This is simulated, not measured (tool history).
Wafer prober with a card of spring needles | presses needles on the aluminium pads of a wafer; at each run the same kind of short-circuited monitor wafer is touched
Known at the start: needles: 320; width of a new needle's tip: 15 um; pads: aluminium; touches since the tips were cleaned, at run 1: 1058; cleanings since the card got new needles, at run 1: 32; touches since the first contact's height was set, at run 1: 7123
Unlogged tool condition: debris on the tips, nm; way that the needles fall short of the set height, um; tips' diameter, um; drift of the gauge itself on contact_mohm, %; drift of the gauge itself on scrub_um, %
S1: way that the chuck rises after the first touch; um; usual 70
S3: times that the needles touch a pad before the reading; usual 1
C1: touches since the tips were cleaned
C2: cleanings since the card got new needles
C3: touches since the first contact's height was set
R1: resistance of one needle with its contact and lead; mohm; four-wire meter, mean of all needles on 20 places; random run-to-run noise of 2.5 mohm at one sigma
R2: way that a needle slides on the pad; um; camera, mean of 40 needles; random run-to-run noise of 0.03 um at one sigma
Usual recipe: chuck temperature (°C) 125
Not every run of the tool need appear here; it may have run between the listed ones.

Run 1, day 0.000: usual settings; C1 1058; C2 32; C3 7123. Result: R1 338 mohm, R2 9.32 um.
At day 0.567: tips cleaned on abrasive film.
Run 2, day 0.567: usual settings; C1 0; C2 33; C3 12401. Result: R1 303 mohm, R2 9.23 um.
Run 3, day 0.842: usual settings; C1 2595; C2 33; C3 14996. Result: R1 393 mohm, R2 9.25 um.
At day 1.233: tips cleaned on abrasive film.
Run 4, day 1.404: usual settings; C1 1580; C2 34; C3 20228. Result: R1 354 mohm, R2 9.25 um.
Run 5, day 1.796: usual settings; C1 5276; C2 34; C3 23924. Result: R1 422 mohm, R2 9.24 um.
At day 1.892: tips cleaned on abrasive film.
Run 6, day 2.208: usual settings; C1 2965; C2 35; C3 27753. Result: R1 387 mohm, R2 9.18 um.
Run 7, day 2.500: usual settings; C1 5695; C2 35; C3 30483. Result: R1 425 mohm, R2 9.28 um.
At day 2.579: tips cleaned on abrasive film.
Run 8, day 2.829: usual settings; C1 2347; C2 36; C3 33560. Result: R1 373 mohm, R2 9.25 um.
At day 3.238: tips cleaned on abrasive film.
Run 9, day 3.275: usual settings but chuck temperature (°C) 46; C1 343; C2 37; C3 37696. Result: R1 290 mohm, R2 9.21 um.
Run 10, day 3.667: usual settings; C1 4026; C2 37; C3 41379. Result: R1 411 mohm, R2 9.21 um.
At day 3.925: tips cleaned on abrasive film.
Run 11, day 3.971: usual settings but chuck temperature (°C) 34; C1 397; C2 38; C3 44172. Result: R1 300 mohm, R2 9.24 um.
Run 12, day 4.296: usual settings but chuck temperature (°C) 34; C1 3464; C2 38; C3 47239. Result: R1 395 mohm, R2 9.23 um.
At day 4.588: tips cleaned on abrasive film.
Run 13, day 4.904: usual settings; C1 2968; C2 39; C3 52909. Result: R1 399 mohm, R2 9.18 um.
At day 5.250: tips cleaned on abrasive film.
Run 14, day 5.379: usual settings but S1 54 um; C1 1227; C2 40; C3 57340. Result: R1 409 mohm, R2 7.04 um.
Run 15, day 5.854: usual settings but S1 54 um; C1 5697; C2 40; C3 61810. Result: R1 510 mohm, R2 7.07 um.
At day 5.946: tips cleaned on abrasive film.
Run 16, day 6.292: usual settings but S1 54 um; C1 3271; C2 41; C3 65889. Result: R1 476 mohm, R2 7.05 um.
At day 6.633: tips cleaned on abrasive film.
Run 17, day 6.862: usual settings but S1 54 um; C1 2168; C2 42; C3 71214. Result: R1 434 mohm, R2 7.02 um.
At day 7.312: tips cleaned on abrasive film.
Run 18, day 7.442: usual settings but S1 51 um, chuck temperature (°C) 54, S3 2; C1 1221; C2 43; C3 76596. Result: R1 346 mohm, R2 6.57 um.
Run 19, day 7.892: usual settings but S1 63 um; C1 5451; C2 43; C3 80826. Result: R1 460 mohm, R2 8.13 um.
At day 7.988: tips cleaned on abrasive film.
Run 20, day 8.442: usual settings but S1 63 um; C1 4260; C2 44; C3 85937. Result: R1 447 mohm, R2 8.17 um.
At day 8.654: tips cleaned on abrasive film.
Run 21, day 8.971: usual settings but S1 63 um, chuck temperature (°C) 27; C1 2946; C2 45; C3 90876. Result: R1 416 mohm, R2 8.19 um.
At day 9.333: tips cleaned on abrasive film.
Run 22, day 9.462: usual settings but S1 63 um, chuck temperature (°C) 27; C1 1212; C2 46; C3 95465. Result: R1 348 mohm, R2 8.13 um.
Run 23, day 9.879: usual settings but S1 79 um, chuck temperature (°C) 110, S3 2; C1 5133; C2 46; C3 99386. Result: R1 351 mohm, R2 10.26 um.
At day 10.000: tips cleaned on abrasive film.
Run 24, day 10.417: usual settings but S1 79 um, chuck temperature (°C) 110, S3 2; C1 3899; C2 47; C3 104388. Result: R1 348 mohm, R2 10.32 um.
At day 10.679: tips cleaned on abrasive film.
Run 25, day 10.958: usual settings but S1 79 um, chuck temperature (°C) 110, S3 2; C1 2643; C2 48; C3 109445. Result: R1 341 mohm, R2 10.24 um.
At day 11.350: tips cleaned on abrasive film.
Run 26, day 11.350: usual settings but S1 79 um, chuck temperature (°C) 110, S3 2; C1 0; C2 49; C3 113081. Result: R1 282 mohm, R2 10.24 um.
Run 27, day 11.775: usual settings but S1 79 um, chuck temperature (°C) 110, S3 2; C1 3978; C2 49; C3 117059. Result: R1 350 mohm, R2 10.23 um.
At day 12.021: tips cleaned on abrasive film.
Run 28, day 12.117: usual settings but S1 65 um, chuck temperature (°C) 83; C1 930; C2 50; C3 120259. Result: R1 341 mohm, R2 8.39 um.
Run 29, day 12.496: usual settings but S1 50 um, chuck temperature (°C) 83; C1 4477; C2 50; C3 123806. Result: R1 560 mohm, R2 6.33 um.
At day 12.712: tips cleaned on abrasive film.
Run 30, day 13.075: usual settings but S1 50 um, chuck temperature (°C) 83; C1 3412; C2 51; C3 129194. Result: R1 532 mohm, R2 6.34 um.
Run 31, day 13.342: usual settings but S1 50 um, chuck temperature (°C) 83; C1 5947; C2 51; C3 131729. Result: R1 593 mohm, R2 6.37 um.
At day 13.396: tips cleaned on abrasive film.
Run 32, day 13.846: usual settings but S1 50 um, chuck temperature (°C) 83; C1 4227; C2 52; C3 136390. Result: R1 554 mohm, R2 6.29 um.
At day 14.092: tips cleaned on abrasive film.
Run 33, day 14.171: usual settings but S1 89 um, chuck temperature (°C) 44, S3 2; C1 741; C2 53; C3 139409. Result: R1 281 mohm, R2 11.49 um.
Run 34, day 14.683: usual settings but S1 60 um, S3 3; C1 5558; C2 53; C3 144226. Result: R1 361 mohm, R2 7.65 um.

Predict each of these 4 candidate next runs independently; none follows another, all start after run 34:
At day 14.762: tips cleaned on abrasive film.
Run A, day 15.075: usual settings but S1 60 um; C1 2969; C2 54; C3 147891. Result: R1 ?, R2 ?.
At day 14.762: tips cleaned on abrasive film.
Run B, day 15.075: usual settings but S1 55 um, chuck temperature (°C) 35, S3 2; C1 2969; C2 54; C3 147891. Result: R1 ?, R2 ?.
At day 14.762: tips cleaned on abrasive film.
Run C, day 15.075: usual settings but S1 76 um; C1 2969; C2 54; C3 147891. Result: R1 ?, R2 ?.
At day 14.762: tips cleaned on abrasive film.
Run D, day 15.075: usual settings but S1 75 um, chuck temperature (°C) 25, S3 2; C1 2969; C2 54; C3 147891. Result: R1 ?, R2 ?.

run   R1    R2
  A  439  7.62
  B  401  6.98
  C  392  9.74
  D  331  9.64
The same runs, with their run-to-run variation unchanged, on a tool lacking any hidden condition would have given:
run   R1     R2
  A  282   7.96
  B  268   7.31
  C  286  10.08
  D  255   9.98
